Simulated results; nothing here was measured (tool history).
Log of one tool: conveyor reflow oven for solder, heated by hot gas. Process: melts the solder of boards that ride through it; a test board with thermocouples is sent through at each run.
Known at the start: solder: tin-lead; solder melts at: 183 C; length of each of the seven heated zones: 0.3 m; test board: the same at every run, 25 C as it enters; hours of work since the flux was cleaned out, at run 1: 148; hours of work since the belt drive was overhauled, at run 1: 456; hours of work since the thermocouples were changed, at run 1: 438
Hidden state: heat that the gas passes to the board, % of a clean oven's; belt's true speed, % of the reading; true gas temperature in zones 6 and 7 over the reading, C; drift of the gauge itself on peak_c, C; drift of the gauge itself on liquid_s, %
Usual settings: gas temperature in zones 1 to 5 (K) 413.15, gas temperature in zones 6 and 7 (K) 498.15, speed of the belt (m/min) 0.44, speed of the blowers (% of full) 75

run     day  gas temperature in zones 1 to 5 (K)  gas temperature in zones 6 and 7 (K)  speed of the belt (m/min)  speed of the blowers (% of full)  hours of work since the flux was cleaned out  hours of work since the belt drive was overhauled  hours of work since the thermocouples were changed  highest temperature of the board (K)  time above the solder's melting point (s)
  1       0                               413.15                                498.15                       0.44                                75                                           148                                                456                                                 438                                480.65                                       54.5
      0.788  -- flux residue cleaned out of gas plates and filters
  2   1.304                               413.15                                498.15                       0.44                                75                                             8                                                473                                                 454                                482.05                                       54.3
  3   2.204                               413.15                                498.15                       0.44                                75                                            21                                                486                                                 468                                481.65                                       54.1
  4   3.321                               413.15                                498.15                       0.44                                75                                            37                                                502                                                 484                                481.95                                       54.5
  5   4.379                               413.15                                498.15                       0.44                                75                                            53                                                518                                                 499                                482.55                                       54.5
  6   5.258                               413.15                                498.15                       0.44                                75                                            66                                                531                                                 512                                480.95                                       55.4
  7    6.15                               413.15                                498.15                       0.44                                75                                            79                                                544                                                 526                                481.25                                       54.7
  8   6.879                               413.15                                498.15                       0.44                                75                                            90                                                554                                                 536                                480.95                                       55.2
  9   7.617                               413.15                                498.15                       0.44                                75                                           100                                                565                                                 547                                480.35                                       54.9
 10   8.504                               413.15                                511.15                       0.44                                75                                           113                                                578                                                 560                                492.25                                       64.3
 11   9.438                               413.15                                511.15                       0.44                                75                                           127                                                592                                                 574                                491.75                                       64.1
 12  10.217                               413.15                                511.15                       0.44                                75                                           139                                                604                                                 585                                492.35                                       63.6
 13  10.742                               413.15                                505.15                       0.44                                75                                           146                                                611                                                 593                                486.55                                       60.1
 14  11.312                               413.15                                490.15                       0.44                                75                                           155                                                620                                                 601                                473.35                                       45.3
     11.717  -- flux residue cleaned out of gas plates and filters
 15  12.542                               413.15                                490.15                       0.44                                75                                            12                                                635                                                 616                                474.55                                       46.5
 16  13.325                               413.15                                490.15                       0.44                                75                                            24                                                646                                                 628                                474.35                                       46.4
 17    14.4                               413.15                                490.15                      0.409                                75                                            39                                                662                                                 644                                476.05                                       53.6
 18  14.979                               404.15                                505.15                      0.423                                75                                            48                                                670                                                 652                                487.05                                       59.5
 19  15.871                               404.15                                505.15                      0.423                                75                                            61                                                684                                                 665                                487.05                                       58.9
 20  16.475                               404.15                                505.15                      0.423                                75                                            70                                                692                                                 674                                486.05                                       60.1
 21  17.467                               404.15                                505.15                      0.423                                75                                            84                                                707                                                 689                                486.85                                         59
 22  18.246                               404.15                                505.15                      0.423                                75                                            96                                                719                                                 700                                485.95                                       57.9
 23  18.896                               414.15                                495.15                      0.493                                86                                           105                                                728                                                 710                                477.85                                       45.6
 24  19.912                               420.15                                498.15                       0.44                                76                                           120                                                743                                                 725                                481.35                                       58.6
 25  21.171                               417.15                                487.15                       0.44                                51                                           139                                                761                                                 743                                465.05                                       28.2
 26  21.762                               399.15                                490.15                       0.44                                75                                           148                                                770                                                 752                                471.25                                         36
     22.567  -- flux residue cleaned out of gas plates and filters
 27  22.567                               413.15                                498.15                       0.44                                65                                             0                                                779                                                 761                                479.35                                       51.3
 28  23.229                               413.15                                512.15                      0.445                                63                                            10                                                789                                                 770                                489.25                                       61.2
 29  24.192                               413.15                                512.15                      0.445                                63                                            24                                                803                                                 784                                489.75                                       60.2
 30  25.196                               398.15                                494.15                      0.501                                65                                            39                                                818                                                 799                                467.45                                       24.4
 31  26.221                               413.15                                498.15                      0.432                                64                                            54                                                833                                                 814                                478.85                                       51.2

How the hidden state differs across the entries between the runs, from the last listed run before each to the first after it:
Between runs 1 and 2: flux residue cleaned out of gas plates and filters (day 0.788)
  heat that the gas passes to the board, % of a clean oven's: 96.4 -> 99.3; belt's true speed, % of the reading: 98.88 -> 98.85; true gas temperature in zones 6 and 7 over the reading, C: -1.71 -> -1.76
  measured less the result without the state, highest temperature of the board (K): -2 -> -1.3; time above the solder's melting point (s): -1.6 -> -0.6
Between runs 14 and 15: flux residue cleaned out of gas plates and filters (day 11.717)
  heat that the gas passes to the board, % of a clean oven's: 96 -> 98.7; belt's true speed, % of the reading: 98.49 -> 98.45; true gas temperature in zones 6 and 7 over the reading, C: -2.23 -> -2.29
  measured less the result without the state, highest temperature of the board (K): -2.4 -> -1.8; time above the solder's melting point (s): -2.7 -> -1.6
Between runs 26 and 27: flux residue cleaned out of gas plates and filters (day 22.567)
  heat that the gas passes to the board, % of a clean oven's: 95.7 -> 100; belt's true speed, % of the reading: 98.12 -> 98.1; true gas temperature in zones 6 and 7 over the reading, C: -2.74 -> -2.76
  measured less the result without the state, highest temperature of the board (K): -2.9 -> -1.8; time above the solder's melting point (s): -3.7 -> -0.8
